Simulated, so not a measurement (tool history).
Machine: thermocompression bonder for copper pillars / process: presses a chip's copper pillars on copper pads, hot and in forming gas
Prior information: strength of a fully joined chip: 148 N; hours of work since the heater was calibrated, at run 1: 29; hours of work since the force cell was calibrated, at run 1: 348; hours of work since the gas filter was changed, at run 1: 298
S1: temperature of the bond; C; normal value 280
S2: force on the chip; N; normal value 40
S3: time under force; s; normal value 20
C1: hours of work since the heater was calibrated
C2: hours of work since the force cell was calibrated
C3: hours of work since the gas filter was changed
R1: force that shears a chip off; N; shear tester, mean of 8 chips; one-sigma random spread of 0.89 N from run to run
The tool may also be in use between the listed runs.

run,hour,S1,S2,S3,C1,C2,C3,R1
1,0.0,280,40,20,29,348,298,93.6
# hour 34.2: forming gas filter changed
2,34.5,273,40,20,44,363,0,98.5
3,70.1,273,40,20,60,379,16,95.0
4,99.0,280,40,20,73,392,29,99.7
5,127.9,280,40,20,86,405,42,101.7
6,166.0,280,40,20,103,422,59,101.3
7,190.8,280,40,20,114,433,70,102.1
8,210.5,255,40,20,122,442,78,81.8
# hour 214.4: force cell calibrated
9,250.0,255,40,20,139,16,95,81.4
10,277.5,280,40,16,151,28,108,96.1
11,309.0,280,40,16,165,42,122,93.8
# hour 329.0: force cell calibrated, once more
12,344.1,309,27,19,180,7,137,85.4

What does the tool deliver on the next run?
13,367.5,280,44,39,191,17,147,?

R1: 115.9 N
Without the tool's hidden state the same run would have given R1 122.7 N.

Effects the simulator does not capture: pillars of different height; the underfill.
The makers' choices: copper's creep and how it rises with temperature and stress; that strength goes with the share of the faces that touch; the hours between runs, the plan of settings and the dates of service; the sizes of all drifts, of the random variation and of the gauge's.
